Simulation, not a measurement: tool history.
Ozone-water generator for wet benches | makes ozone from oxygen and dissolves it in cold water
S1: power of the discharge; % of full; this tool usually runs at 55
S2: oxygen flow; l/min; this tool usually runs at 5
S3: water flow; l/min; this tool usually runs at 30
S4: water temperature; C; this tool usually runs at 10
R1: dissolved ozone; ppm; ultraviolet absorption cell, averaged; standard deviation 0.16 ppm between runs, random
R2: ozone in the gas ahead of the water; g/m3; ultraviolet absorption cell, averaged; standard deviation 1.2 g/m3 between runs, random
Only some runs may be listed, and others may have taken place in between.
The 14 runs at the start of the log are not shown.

run	hour	S1	S2	S3	S4	R1	R2
15	637.1	91	7.03	30	10	29.1	233.3
16	686.6	91	7.03	30	10	29.4	235.1
17	743.3	91	7.03	30	10	29.1	235.8
18	806.5	91	7.03	30	10	29.4	233
19	868.9	55	8.48	37	8	19.8	165
20	902.3	48	7.78	31	6	21.6	160.6
21	940.8	62	2.76	24	11	24.1	305.7
22	982.2	55	5	30	5	22.3	213.9
23	1012.7	55	5	35	14	17.5	212.5
24	1042.9	55	8.82	30	10	23.4	163.2
25	1086.5	55	8.82	30	10	22.9	160.9
26	1116	55	8.82	30	10	23.1	162.1
27	1154.8	55	8.82	30	10	23.3	161.7
28	1210.7	40	5	30	10	18.2	182
29	1248.5	40	5	30	10	18.1	182.3
30	1309.8	87	5	30	13	25.9	269.9
31	1372.4	68	2.73	31	7	19.7	325.3
32	1418.2	68	5.59	31	9	23.9	227.6
33	1456.1	68	5.59	31	6	24.5	225.3
34	1490.8	98	3.5	42	5	18.5	343.9

Here are 3 independent what-if runs from the current tool condition. What would each one return?
A	1550	59	5	30	9	?	?
B	1550	78	5	30	10	?	?
C	1550	55	2.68	41	10	?	?

run	R1	R2
A	22.1	221.2
B	25.2	254.9
C	12.5	293
With the hidden condition removed and each run's random variation left untouched, the same runs would have given:
run	R1	R2
A	22.1	221.3
B	25.2	255
C	12.5	293.2
